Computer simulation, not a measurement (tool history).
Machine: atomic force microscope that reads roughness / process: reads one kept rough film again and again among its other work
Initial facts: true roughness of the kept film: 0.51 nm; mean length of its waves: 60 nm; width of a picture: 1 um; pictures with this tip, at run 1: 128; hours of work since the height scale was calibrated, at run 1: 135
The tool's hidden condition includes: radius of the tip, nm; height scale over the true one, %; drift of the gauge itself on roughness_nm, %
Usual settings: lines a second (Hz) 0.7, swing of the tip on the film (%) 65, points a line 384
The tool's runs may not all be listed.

run,hour,lines a second (Hz),swing of the tip on the film (%),points a line,pictures with this tip,hours of work since the height scale was calibrated,roughness of the kept film (nm (root mean square))
1,0,0.7,65,384,128,135,0.4877
2,16.9,0.7,65,384,162,146,0.4879
3,50.8,0.7,65,732,231,168,0.4875
# hour 59.3: new tip fitted
4,83.4,0.7,65,732,49,189,0.4909
5,103.9,0.7,65,732,91,202,0.4898
6,128.8,0.7,65,384,141,219,0.4885
7,149.1,0.7,65,384,182,232,0.4869
# hour 179.7: new tip fitted
8,181.3,0.7,65,384,3,252,0.4915
9,212.8,0.7,65,868,67,273,0.4905
10,230.7,0.7,65,384,103,284,0.4886
11,256.9,0.7,65,384,157,302,0.4876
# hour 261.2: height scale calibrated on a step standard
12,277.3,0.7,79,384,196,11,0.4703
13,296.2,0.7,65,531,234,23,0.4874
# hour 303.8: new tip fitted
14,330.9,0.7,65,420,55,45,0.4917
# hour 344.5: height scale calibrated on a step standard, once more
15,354.7,0.7,65,420,101,7,0.4883
16,372.1,0.7,65,420,137,18,0.4872
17,412.5,2.196,65,384,219,44,0.4546
# hour 426.5: new tip fitted
18,446,0.7,65,384,40,66,0.4899
19,469,0.663,86,384,86,81,0.4607
20,499.1,0.663,86,384,147,100,0.4597
21,528.1,1.641,86,457,206,119,0.4048
# hour 547.5: new tip fitted
22,548.1,0.583,85,690,1,132,0.4696
23,574.7,0.7,86,384,55,149,0.46
24,613.1,0.7,86,384,133,174,0.456
25,652.3,0.7,80,384,212,200,0.4665
# hour 668.2: new tip fitted
26,692.5,2.935,72,637,49,226,0.4192
27,721.8,1.79,60,287,108,245,0.4748
28,745.9,1.328,65,428,157,260,0.4742
29,783.2,0.807,60,285,233,285,0.4886
# hour 790.8: new tip fitted
30,807.5,0.7,65,899,34,300,0.4917
31,841,0.7,73,899,102,322,0.4803
32,866.8,0.7,73,899,154,339,0.4796
33,907.1,3.97,65,414,236,365,0.4226
# hour 911.9: new tip fitted
34,932.7,3.903,59,499,42,381,0.4512
35,970.1,3.903,59,499,118,406,0.4493
36,992.8,1.668,65,365,164,420,0.4666

5 ways to go on from here, each from the tool as it stands after run 36. What would each give?
# hour 1032: new tip fitted
A,1033.7,2.235,65,384,3,447,?
# hour 1032: new tip fitted
B,1033.7,0.682,56,384,3,447,?
# hour 1032: new tip fitted
C,1033.7,0.7,63,384,3,447,?
# hour 1032: new tip fitted
D,1033.7,1.135,75,850,3,447,?
# hour 1032: new tip fitted
E,1033.7,0.7,88,790,3,447,?

run,roughness of the kept film (nm (root mean square))
A,0.4598
B,0.5
C,0.4938
D,0.4644
E,0.4576
Had the tool no hidden state, the same runs would have come out as:
run,roughness of the kept film (nm (root mean square))
A,0.4587
B,0.4988
C,0.4927
D,0.4633
E,0.4565

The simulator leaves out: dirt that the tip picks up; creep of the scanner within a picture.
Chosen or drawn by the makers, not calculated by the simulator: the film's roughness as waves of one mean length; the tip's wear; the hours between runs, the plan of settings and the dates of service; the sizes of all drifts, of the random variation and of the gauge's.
